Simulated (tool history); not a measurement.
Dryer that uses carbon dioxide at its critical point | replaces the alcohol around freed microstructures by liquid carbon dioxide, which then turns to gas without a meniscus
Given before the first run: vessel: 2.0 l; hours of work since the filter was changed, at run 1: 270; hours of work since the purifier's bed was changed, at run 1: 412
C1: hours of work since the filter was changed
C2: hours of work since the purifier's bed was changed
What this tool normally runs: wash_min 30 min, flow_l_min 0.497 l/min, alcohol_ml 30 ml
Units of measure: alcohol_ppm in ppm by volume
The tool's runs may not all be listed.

Run 1, hour 0: usual settings; C1 270; C2 412. Result: alcohol_ppm 172 ppm by volume.
Run 2, hour 26.7: usual settings but wash_min 24 min; C1 289; C2 431. Result: alcohol_ppm 257 ppm by volume.
Run 3, hour 52.5: usual settings but alcohol_ml 33 ml; C1 307; C2 450. Result: alcohol_ppm 176 ppm by volume.
Run 4, hour 67.7: usual settings but alcohol_ml 33 ml; C1 318; C2 460. Result: alcohol_ppm 185 ppm by volume.
Run 5, hour 92.5: usual settings but alcohol_ml 33 ml; C1 335; C2 478. Result: alcohol_ppm 184 ppm by volume.
Run 6, hour 115.9: usual settings but alcohol_ml 33 ml; C1 352; C2 495. Result: alcohol_ppm 199 ppm by volume.
Run 7, hour 143.5: usual settings but alcohol_ml 33 ml; C1 372; C2 514. Result: alcohol_ppm 213 ppm by volume.
Run 8, hour 179.4: usual settings but alcohol_ml 33 ml; C1 397; C2 540. Result: alcohol_ppm 222 ppm by volume.
Run 9, hour 212.4: usual settings but flow_l_min 0.517 l/min, alcohol_ml 33 ml; C1 421; C2 563. Result: alcohol_ppm 213 ppm by volume.
Run 10, hour 231.6: usual settings but flow_l_min 0.517 l/min, alcohol_ml 33 ml; C1 434; C2 577. Result: alcohol_ppm 221 ppm by volume.
At hour 242.7: inlet filter changed.
Run 11, hour 249.5: usual settings but flow_l_min 0.517 l/min, alcohol_ml 33 ml; C1 5; C2 589. Result: alcohol_ppm 188 ppm by volume.
At hour 258.8: purifier's bed changed.
Run 12, hour 282.7: usual settings but wash_min 31 min, flow_l_min 0.647 l/min, alcohol_ml 65 ml; C1 26; C2 17. Result: alcohol_ppm 2 ppm by volume.
Run 13, hour 299.5: usual settings but wash_min 31 min, flow_l_min 0.647 l/min, alcohol_ml 65 ml; C1 38; C2 29. Result: alcohol_ppm 19 ppm by volume.
Run 14, hour 314.5: usual settings but wash_min 27 min, flow_l_min 0.481 l/min, alcohol_ml 44 ml; C1 49; C2 40. Result: alcohol_ppm 91 ppm by volume.
Run 15, hour 348.5: usual settings but wash_min 26 min, flow_l_min 0.389 l/min, alcohol_ml 94 ml; C1 73; C2 64. Result: alcohol_ppm 593 ppm by volume.
Run 16, hour 374.6: usual settings but wash_min 32 min, flow_l_min 0.662 l/min; C1 92; C2 82. Result: alcohol_ppm 38 ppm by volume.
Run 17, hour 400.8: usual settings but flow_l_min 0.743 l/min, alcohol_ml 45 ml; C1 110; C2 101. Result: alcohol_ppm 44 ppm by volume.
Run 18, hour 424.7: usual settings but flow_l_min 0.642 l/min, alcohol_ml 71 ml; C1 127; C2 118. Result: alcohol_ppm 50 ppm by volume.

Here are 3 independent what-if runs from the current tool condition. What would each one return?
Run A, hour 452.5: usual settings but flow_l_min 0.642 l/min, alcohol_ml 53 ml; C1 147; C2 138. Result: alcohol_ppm ?.
Run B, hour 452.5: usual settings but wash_min 24 min; C1 147; C2 138. Result: alcohol_ppm ?.
Run C, hour 452.5: usual settings but wash_min 27 min; C1 147; C2 138. Result: alcohol_ppm ?.

run  alcohol_ppm
  A           61
  B          146
  C          102
Without the tool's unlogged condition, the same runs would have read:
run  alcohol_ppm
  A           19
  B           79
  C           46

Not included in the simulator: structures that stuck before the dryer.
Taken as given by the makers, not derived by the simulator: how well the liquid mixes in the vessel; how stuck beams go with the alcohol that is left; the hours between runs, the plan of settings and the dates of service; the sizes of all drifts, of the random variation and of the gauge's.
